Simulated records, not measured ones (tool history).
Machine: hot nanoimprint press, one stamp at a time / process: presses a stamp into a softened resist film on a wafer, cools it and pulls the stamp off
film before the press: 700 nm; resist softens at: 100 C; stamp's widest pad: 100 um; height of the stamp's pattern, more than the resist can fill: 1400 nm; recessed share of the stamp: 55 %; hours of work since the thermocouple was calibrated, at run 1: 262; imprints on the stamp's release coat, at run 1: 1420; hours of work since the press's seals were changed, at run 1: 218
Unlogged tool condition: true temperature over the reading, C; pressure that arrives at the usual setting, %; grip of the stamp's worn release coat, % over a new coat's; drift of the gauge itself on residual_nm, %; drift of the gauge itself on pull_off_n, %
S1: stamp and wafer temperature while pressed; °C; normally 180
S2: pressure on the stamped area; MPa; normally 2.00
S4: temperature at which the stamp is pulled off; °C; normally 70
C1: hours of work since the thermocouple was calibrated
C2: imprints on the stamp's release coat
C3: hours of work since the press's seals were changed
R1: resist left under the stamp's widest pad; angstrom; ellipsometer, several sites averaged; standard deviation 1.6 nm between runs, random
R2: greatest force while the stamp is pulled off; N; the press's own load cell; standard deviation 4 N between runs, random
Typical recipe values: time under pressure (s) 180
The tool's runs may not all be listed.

Run 1, day 0.000: usual settings; C1 262; C2 1420; C3 218. Result: R1 2702 angstrom, R2 263 N.
Run 2, day 2.483: usual settings; C1 287; C2 1508; C3 243. Result: R1 2697 angstrom, R2 272 N.
Run 3, day 4.929: usual settings; C1 312; C2 1594; C3 268. Result: R1 2764 angstrom, R2 280 N.
Run 4, day 6.650: usual settings but S1 177 °C; C1 329; C2 1655; C3 286. Result: R1 3015 angstrom, R2 268 N.
Run 5, day 9.596: usual settings but S1 177 °C; C1 359; C2 1758; C3 315. Result: R1 3032 angstrom, R2 281 N.
Run 6, day 11.975: usual settings but S1 177 °C; C1 383; C2 1842; C3 340. Result: R1 3087 angstrom, R2 287 N.
Run 7, day 13.838: usual settings but S1 177 °C; C1 402; C2 1908; C3 358. Result: R1 3059 angstrom, R2 286 N.
At day 15.479: plate thermocouple calibrated.
Run 8, day 16.079: usual settings; C1 6; C2 1982; C3 380. Result: R1 2590 angstrom, R2 288 N.
Run 9, day 18.421: usual settings; C1 30; C2 2065; C3 404. Result: R1 2618 angstrom, R2 283 N.
Run 10, day 19.888: usual settings but S2 1.49 MPa; C1 45; C2 2116; C3 418. Result: R1 2909 angstrom, R2 298 N.
Run 11, day 22.983: usual settings but S1 174 °C; C1 76; C2 2225; C3 450. Result: R1 3192 angstrom, R2 305 N.
Run 12, day 24.979: usual settings; C1 96; C2 2296; C3 470. Result: R1 2633 angstrom, R2 309 N.
Run 13, day 26.712: usual settings; C1 114; C2 2357; C3 488. Result: R1 2615 angstrom, R2 307 N.
Run 14, day 29.229: usual settings; C1 139; C2 2445; C3 513. Result: R1 2610 angstrom, R2 317 N.
At day 30.958: stamp cleaned and given a new release coat.
Run 15, day 30.958: usual settings but S1 179 °C; C1 154; C2 0; C3 528. Result: R1 2752 angstrom, R2 200 N.
Run 16, day 33.933: usual settings but S1 179 °C, S2 1.22 MPa; C1 184; C2 105; C3 558. Result: R1 3359 angstrom, R2 194 N.
Run 17, day 37.312: usual settings but S1 168 °C, S2 3.16 MPa, time under pressure (s) 135, S4 71 °C; C1 219; C2 224; C3 593. Result: R1 3754 angstrom, R2 199 N.
Run 18, day 40.100: usual settings but S1 168 °C, S2 3.16 MPa, time under pressure (s) 135, S4 71 °C; C1 247; C2 322; C3 621. Result: R1 3825 angstrom, R2 211 N.
Run 19, day 42.867: usual settings but S1 168 °C, S2 3.16 MPa, time under pressure (s) 135, S4 71 °C; C1 275; C2 420; C3 649. Result: R1 3840 angstrom, R2 216 N.
Run 20, day 44.962: usual settings but S1 168 °C, S2 3.16 MPa, time under pressure (s) 135, S4 71 °C; C1 296; C2 494; C3 670. Result: R1 3811 angstrom, R2 219 N.
Run 21, day 47.708: usual settings but S1 175 °C, time under pressure (s) 93, S4 58 °C; C1 324; C2 590; C3 698. Result: R1 4102 angstrom, R2 241 N.
Run 22, day 50.454: usual settings but time under pressure (s) 208, S4 78 °C; C1 352; C2 687; C3 726. Result: R1 2603 angstrom, R2 215 N.
Run 23, day 52.662: usual settings but S1 175 °C, S2 1.97 MPa, time under pressure (s) 255; C1 374; C2 765; C3 748. Result: R1 2868 angstrom, R2 233 N.
Run 24, day 54.250: usual settings but S1 176 °C, S2 2.09 MPa, time under pressure (s) 269, S4 65 °C; C1 390; C2 821; C3 764. Result: R1 2656 angstrom, R2 244 N.
Run 25, day 56.883: usual settings but S1 169 °C, S2 1.47 MPa; C1 417; C2 913; C3 791. Result: R1 4448 angstrom, R2 247 N.
At day 57.238: plate thermocouple calibrated.
Run 26, day 60.504: usual settings but S1 169 °C, S2 1.47 MPa; C1 33; C2 1037; C3 826. Result: R1 4117 angstrom, R2 243 N.
Run 27, day 63.121: usual settings but S1 177 °C, S2 2.20 MPa, time under pressure (s) 98; C1 60; C2 1129; C3 853. Result: R1 3542 angstrom, R2 249 N.
Run 28, day 65.475: usual settings but S1 168 °C, S2 2.63 MPa, time under pressure (s) 248, S4 64 °C; C1 83; C2 1212; C3 877. Result: R1 3141 angstrom, R2 261 N.
Run 29, day 68.158: usual settings but S1 182 °C, S2 2.54 MPa, time under pressure (s) 325, S4 56 °C; C1 111; C2 1306; C3 904. Result: R1 1708 angstrom, R2 281 N.

Hidden state or all else? Some run-to-run changes of R1, split into what the settings, what came in and random variation would give without the hidden state, and what is left for the hidden state (with any gauge scatter that isn't in both results):
Run 7 -> 8: S1 177 -> 180, plate thermocouple calibrated. R1 -469 angstrom: hidden state -201, all else -268.
Run 21 -> 22: S1 175 -> 180, time under pressure (s) 93 -> 208, S4 58 -> 78. R1 -1499 angstrom: hidden state -36, all else -1463.
Run 24 -> 25: S1 176 -> 169, S2 2.09 -> 1.47, time under pressure (s) 269 -> 180, S4 65 -> 70. R1 +1792 angstrom: hidden state +74, all else +1718.
Run 25 -> 26: plate thermocouple calibrated. R1 -331 angstrom: hidden state -271, all else -60.

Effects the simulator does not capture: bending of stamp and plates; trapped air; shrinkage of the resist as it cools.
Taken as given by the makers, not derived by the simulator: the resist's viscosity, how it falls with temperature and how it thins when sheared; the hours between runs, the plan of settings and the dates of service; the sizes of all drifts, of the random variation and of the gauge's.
